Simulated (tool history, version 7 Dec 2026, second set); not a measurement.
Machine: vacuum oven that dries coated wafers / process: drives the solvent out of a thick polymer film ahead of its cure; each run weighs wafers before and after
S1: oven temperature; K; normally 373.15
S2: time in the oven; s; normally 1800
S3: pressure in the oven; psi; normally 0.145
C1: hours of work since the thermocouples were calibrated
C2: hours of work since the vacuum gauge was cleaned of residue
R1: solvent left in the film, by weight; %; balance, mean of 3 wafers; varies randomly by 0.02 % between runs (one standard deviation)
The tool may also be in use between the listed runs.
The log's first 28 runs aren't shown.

run 29 hour=312.8 | S1=378.15 S2=2940 S3=0.248 | C1=1567 C2=32 | R1=0.66
run 30 hour=323.5 | S1=370.15 S2=2100 S3=0.145 | C1=1573 C2=37 | R1=1.27
run 31 hour=338.5 | S1=373.15 S2=1860 S3=0.145 | C1=1580 C2=45 | R1=1.26
run 32 hour=352.1 | S1=377.15 S2=960 S3=0.255 | C1=1587 C2=51 | R1=3.14
run 33 hour=362 | S1=364.15 S2=1980 S3=0.145 | C1=1592 C2=56 | R1=2.27
run 34 hour=373.9 | S1=371.15 S2=1800 S3=0.5 | C1=1598 C2=62 | R1=2.59
-- hour=378.9 oven's thermocouples calibrated
run 35 hour=387.6 | S1=371.15 S2=1800 S3=0.5 | C1=4 C2=68 | R1=3.1
run 36 hour=399.6 | S1=371.15 S2=1800 S3=0.5 | C1=10 C2=74 | R1=3.06
run 37 hour=410.9 | S1=371.15 S2=1800 S3=0.283 | C1=16 C2=79 | R1=2.41
run 38 hour=426.6 | S1=366.15 S2=1020 S3=0.149 | C1=24 C2=87 | R1=5.3
run 39 hour=436.4 | S1=366.15 S2=1020 S3=0.149 | C1=28 C2=92 | R1=5.34
run 40 hour=451.1 | S1=371.15 S2=1380 S3=0.145 | C1=36 C2=99 | R1=2.94
run 41 hour=460.5 | S1=380.15 S2=1800 S3=0.184 | C1=40 C2=104 | R1=1.05
run 42 hour=468.4 | S1=373.15 S2=1740 S3=0.419 | C1=44 C2=108 | R1=2.58
run 43 hour=475.4 | S1=373.15 S2=1800 S3=0.261 | C1=48 C2=111 | R1=2.03
run 44 hour=489.3 | S1=386.15 S2=1800 S3=0.209 | C1=55 C2=118 | R1=0.7
run 45 hour=504.8 | S1=386.15 S2=1800 S3=0.2 | C1=62 C2=126 | R1=0.69
run 46 hour=511.7 | S1=377.15 S2=2160 S3=0.2 | C1=66 C2=129 | R1=1.03
run 47 hour=524.3 | S1=377.15 S2=1500 S3=0.558 | C1=72 C2=136 | R1=2.74

Below are 3 alternative next runs, each starting from the tool's condition after run 47. Predict each:
run A hour=539.7 | S1=377.15 S2=1980 S3=0.251 | C1=80 C2=143 | R1=?
run B hour=539.7 | S1=373.15 S2=1440 S3=0.145 | C1=80 C2=143 | R1=?
run C hour=539.7 | S1=362.15 S2=1440 S3=0.094 | C1=80 C2=143 | R1=?

run=A R1=1.3
run=B R1=2.43
run=C R1=4.37
What these runs would have given with no unlogged condition in the tool:
run=A R1=1.29
run=B R1=2.42
run=C R1=4.35

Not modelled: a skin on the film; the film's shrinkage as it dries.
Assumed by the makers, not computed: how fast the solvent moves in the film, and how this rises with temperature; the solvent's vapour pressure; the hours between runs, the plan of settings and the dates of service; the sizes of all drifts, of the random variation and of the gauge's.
